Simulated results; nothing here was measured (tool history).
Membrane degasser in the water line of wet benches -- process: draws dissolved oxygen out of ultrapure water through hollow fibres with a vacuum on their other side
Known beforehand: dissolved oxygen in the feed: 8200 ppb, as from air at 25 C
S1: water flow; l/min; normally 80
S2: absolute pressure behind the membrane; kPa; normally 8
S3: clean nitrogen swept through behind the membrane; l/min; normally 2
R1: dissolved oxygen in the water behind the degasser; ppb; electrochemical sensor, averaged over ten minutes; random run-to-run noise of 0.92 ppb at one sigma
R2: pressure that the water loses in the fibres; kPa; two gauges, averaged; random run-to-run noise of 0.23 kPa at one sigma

run 1 hour=0 | S1=80 S2=8 S3=2 | R1=379 R2=59.1
run 2 hour=29.9 | S1=80 S2=8 S3=2 | R1=379.6 R2=59.78
run 3 hour=82.8 | S1=80 S2=8 S3=2 | R1=380.5 R2=59.36
run 4 hour=124.3 | S1=71 S2=8 S3=2 | R1=344.6 R2=52.71
run 5 hour=147.2 | S1=80 S2=5.39 S3=2 | R1=182.3 R2=59.57
run 6 hour=192.1 | S1=80 S2=5.39 S3=2 | R1=182.4 R2=59.4
run 7 hour=221.8 | S1=80 S2=8 S3=5.89 | R1=154.5 R2=59.54
run 8 hour=251.6 | S1=80 S2=8 S3=5.89 | R1=154.6 R2=59.46
run 9 hour=295 | S1=80 S2=8 S3=5.89 | R1=154.4 R2=59.54
run 10 hour=320.5 | S1=80 S2=8.31 S3=2 | R1=403.1 R2=59.67
run 11 hour=346.8 | S1=80 S2=8.31 S3=2 | R1=402.5 R2=60.03
run 12 hour=373.9 | S1=80 S2=8 S3=2.52 | R1=317.6 R2=59.67
run 13 hour=412.6 | S1=80 S2=8 S3=2 | R1=381.8 R2=59.28
run 14 hour=452.3 | S1=80 S2=8 S3=2 | R1=381 R2=59.5
run 15 hour=505.3 | S1=79 S2=8 S3=2 | R1=377.1 R2=58.93
run 16 hour=535.7 | S1=79 S2=15.83 S3=2 | R1=918.7 R2=58.99
run 17 hour=569 | S1=123 S2=13.57 S3=0.95 | R1=1652.6 R2=91.41
run 18 hour=604.5 | S1=123 S2=13.57 S3=0.95 | R1=1649.4 R2=91.53
run 19 hour=644.3 | S1=80 S2=8 S3=3.64 | R1=234.2 R2=59.7
run 20 hour=689.1 | S1=80 S2=8 S3=3.64 | R1=234.3 R2=59.83
run 21 hour=714.6 | S1=80 S2=8 S3=3.64 | R1=235.1 R2=59.67
run 22 hour=752.9 | S1=77 S2=6.37 S3=1.47 | R1=316.3 R2=57.3
run 23 hour=798.4 | S1=77 S2=6.37 S3=0.98 | R1=417 R2=57.41
run 24 hour=838.3 | S1=77 S2=6.37 S3=0.98 | R1=417.1 R2=57.15
run 25 hour=873.2 | S1=72 S2=12.02 S3=2 | R1=620 R2=53.73
-- hour=882.2 vacuum gauge calibrated
run 26 hour=908.7 | S1=72 S2=5.72 S3=5.45 | R1=77.5 R2=53.56
run 27 hour=948.5 | S1=74 S2=11.57 S3=3.15 | R1=412 R2=55.57
run 28 hour=991.4 | S1=74 S2=11.57 S3=3.15 | R1=413.3 R2=55.71
run 29 hour=1035.4 | S1=74 S2=11.57 S3=3.15 | R1=411 R2=55.07
run 30 hour=1082 | S1=104 S2=8 S3=4.53 | R1=242.2 R2=77.3
run 31 hour=1106.2 | S1=80 S2=11.87 S3=2.96 | R1=479.8 R2=60.03
run 32 hour=1148.6 | S1=79 S2=8 S3=1.64 | R1=428.3 R2=59.39

What if the next run were any one of these 3? Each begins from the tool's condition after run 32:
run A hour=1177.7 | S1=80 S2=9.33 S3=2 | R1=? R2=?
run B hour=1177.7 | S1=82 S2=13.25 S3=2 | R1=? R2=?
run C hour=1177.7 | S1=79 S2=19.23 S3=1.64 | R1=? R2=?

run=A R1=467.6 R2=59.89
run=B R1=761.9 R2=61.17
run=C R1=1294 R2=59.6
With no hidden state in the tool, these same runs would have given:
run=A R1=469.8 R2=59.19
run=B R1=764 R2=60.45
run=C R1=1296.3 R2=58.91
